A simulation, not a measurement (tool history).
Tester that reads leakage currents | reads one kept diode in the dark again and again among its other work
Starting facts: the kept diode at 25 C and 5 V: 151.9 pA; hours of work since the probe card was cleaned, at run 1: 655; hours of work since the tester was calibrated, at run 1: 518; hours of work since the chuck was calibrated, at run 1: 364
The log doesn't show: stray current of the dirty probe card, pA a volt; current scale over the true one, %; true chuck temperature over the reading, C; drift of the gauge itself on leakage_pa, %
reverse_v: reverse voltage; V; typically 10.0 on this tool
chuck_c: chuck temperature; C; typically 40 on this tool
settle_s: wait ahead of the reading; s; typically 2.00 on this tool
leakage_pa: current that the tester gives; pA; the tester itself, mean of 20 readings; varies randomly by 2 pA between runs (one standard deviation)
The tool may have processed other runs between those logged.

run   hour  reverse_v  chuck_c  settle_s  hours of work since the probe card was cleaned  hours of work since the tester was calibrated  hours of work since the chuck was calibrated  leakage_pa
  1    0.0       10.0       40      2.00                                             655                                            518                                           364      743.32
  2   16.5       10.0       40      2.00                                             664                                            526                                           373      748.27
  3   30.6       10.0       40      2.00                                             671                                            533                                           380      750.46
  4   58.5       10.0       58      2.00                                             685                                            547                                           394     2559.02
  5   75.4       10.0       40      2.00                                             693                                            556                                           402      752.71
  6   90.2       10.0       40      2.00                                             701                                            563                                           410      753.01
  7  112.2       10.0       40      2.00                                             712                                            574                                           421      755.73
  8  138.5       10.0       40      2.00                                             725                                            587                                           434      757.71
  9  154.0        9.0       40      2.00                                             733                                            595                                           442      721.17
 10  185.6       10.0       40      2.00                                             748                                            611                                           457      767.94
 11  215.9       10.0       40      2.00                                             764                                            626                                           473      768.38
 12  236.9       10.0       40      2.00                                             774                                            637                                           483      771.46
 13  264.2       10.0       40      2.00                                             788                                            650                                           497      773.06
 14  284.6       10.0       40      2.00                                             798                                            661                                           507      772.86
 15  314.1        9.1       40      2.00                                             813                                            675                                           522      745.69
 16  337.9        9.1       40      2.00                                             825                                            687                                           534      747.75
 17  369.4        5.1       40      2.00                                             840                                            703                                           550      572.46
 18  391.2       10.0       40      2.00                                             851                                            714                                           560      792.71
 19  414.2       10.0       40      2.00                                             863                                            725                                           572      791.18
 20  445.7       10.0       40      2.00                                             879                                            741                                           588      789.68
 21  462.5       10.0       40      2.00                                             887                                            750                                           596      795.91
 22  486.4        5.8       26      9.13                                             899                                            762                                           608      215.11
     518.3  -- chuck's temperature calibrated
 23  519.6        5.8       26      9.13                                             915                                            777                                             1      177.46
 24  548.9        5.8       26      9.13                                             929                                            792                                            15      178.92
 25  579.2        5.8       26      9.13                                             945                                            807                                            30      178.95
 26  601.9        2.1       40      1.47                                             956                                            818                                            42      321.35
 27  624.3       10.0       31      6.27                                             967                                            830                                            53      346.17
 28  652.4       12.1       40      2.00                                             981                                            844                                            67      742.11
 29  673.8       12.1       40      2.00                                             992                                            854                                            78      747.56
 30  700.7       12.1       40      2.00                                            1005                                            868                                            91      744.55
 31  718.7        5.5       40      2.00                                            1014                                            877                                           100      516.74
 32  741.2        5.5       40      2.00                                            1026                                            888                                           112      518.58
 33  765.7        5.5       40      2.00                                            1038                                            901                                           124      518.90
 34  783.2        5.5       40      2.00                                            1047                                            909                                           133      519.31
 35  801.2        5.5       40      2.00                                            1056                                            918                                           142      523.31
 36  826.5        5.5       40      2.00                                            1069                                            931                                           154      522.41
 37  839.9        5.5       40      2.00                                            1075                                            938                                           161      524.00
 38  861.6        5.5       40      2.00                                            1086                                            949                                           172      524.01
 39  892.7        5.5       21      2.00                                            1102                                            964                                           188      124.76

Forecast each of these 4 alternatives for the next run:
  A  915.2        2.3       33      2.00                                            1113                                            975                                           199           ?
  B  915.2        5.1       34      3.84                                            1113                                            975                                           199           ?
  C  915.2       15.3       45      0.60                                            1113                                            975                                           199           ?
  D  915.2       10.0       21      2.04                                            1113                                            975                                           199           ?

run  leakage_pa
  A      208.48
  B      328.97
  C     1239.53
  D      165.90
Had the tool no hidden state, the same runs would have come out as:
run  leakage_pa
  A      196.71
  B      310.01
  C     1174.15
  D      152.92
